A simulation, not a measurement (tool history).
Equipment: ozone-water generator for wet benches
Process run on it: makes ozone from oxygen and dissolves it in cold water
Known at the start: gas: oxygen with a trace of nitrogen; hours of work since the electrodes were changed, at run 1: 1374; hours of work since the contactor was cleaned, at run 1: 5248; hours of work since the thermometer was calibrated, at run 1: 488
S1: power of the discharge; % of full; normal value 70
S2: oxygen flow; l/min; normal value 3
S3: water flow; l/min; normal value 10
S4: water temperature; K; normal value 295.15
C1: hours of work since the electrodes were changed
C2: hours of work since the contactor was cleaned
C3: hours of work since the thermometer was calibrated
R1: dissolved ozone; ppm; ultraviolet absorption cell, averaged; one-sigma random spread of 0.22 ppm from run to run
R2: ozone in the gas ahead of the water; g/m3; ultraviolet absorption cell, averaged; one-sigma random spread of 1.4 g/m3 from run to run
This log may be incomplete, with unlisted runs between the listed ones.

run	hour	S1	S2	S3	S4	C1	C2	C3	R1	R2
1	0	70	3	10	295.15	1374	5248	488	31.6	260.1
2	28.5	70	1.6	10	295.15	1394	5269	509	30.5	355.5
3	66.9	70	1.6	10	295.15	1423	5297	537	29.8	360
4	122.3	40	1.6	10	295.15	1463	5337	577	18.3	216.3
5	156.3	40	1.6	10	295.15	1488	5362	602	18.1	215.9
6	184.5	40	1.6	10	295.15	1509	5383	623	18	216.5
7	234.3	40	1.6	10	295.15	1545	5419	659	18.1	215.1
8	279.9	40	1.6	10	295.15	1579	5453	693	17.9	216
9	307.6	40	1.6	10	295.15	1599	5473	713	18.1	215.8
10	356	78	1.54	6	295.15	1634	5508	749	48.5	396.8

Run 11 is up next; what results do you expect?
11	389.7	76	1.82	8	302.15	1659	5533	773	?	?

R1: 35.2 ppm
R2: 357.8 g/m3
The same run, on a tool lacking any hidden state, would have yielded R1 36.9 ppm, R2 365.5 g/m3.
